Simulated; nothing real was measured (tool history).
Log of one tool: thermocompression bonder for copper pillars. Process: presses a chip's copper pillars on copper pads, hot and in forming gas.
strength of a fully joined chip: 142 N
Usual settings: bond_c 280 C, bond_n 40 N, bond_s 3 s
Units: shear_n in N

Run 1, hour 0: usual settings. Result: shear_n 91.4 N.
Run 2, hour 28.5: usual settings. Result: shear_n 89.2 N.
Run 3, hour 42.5: usual settings. Result: shear_n 87.9 N.
Run 4, hour 59.8: usual settings. Result: shear_n 89 N.
Run 5, hour 91: usual settings but bond_n 44 N. Result: shear_n 94.1 N.
Run 6, hour 106.6: usual settings. Result: shear_n 87.7 N.
Run 7, hour 134.3: usual settings. Result: shear_n 87.9 N.
Run 8, hour 155: usual settings. Result: shear_n 87.5 N.
Run 9, hour 171.3: usual settings. Result: shear_n 88.9 N.
Run 10, hour 187: usual settings but bond_c 272 C. Result: shear_n 79.9 N.
Run 11, hour 218.5: usual settings but bond_c 278 C, bond_n 47 N. Result: shear_n 91.7 N.
Run 12, hour 234.3: usual settings but bond_c 278 C, bond_n 47 N. Result: shear_n 92.9 N.

Hidden state or all else? Some run-to-run changes of shear_n, split into what the settings, what came in and random variation would give without the hidden state, and what is left for the hidden state (with any gauge scatter that isn't in both results):
The hidden state here: true temperature of the bond over the reading, C; force that reaches the chip, % of what is set; oxide that the forming gas leaves, % of the face; drift of the gauge itself on shear_n, %.
Run 10 -> 11: bond_c 272 -> 278, bond_n 40 -> 47. shear_n +11.8 N: hidden state -0.7, all else +12.5.
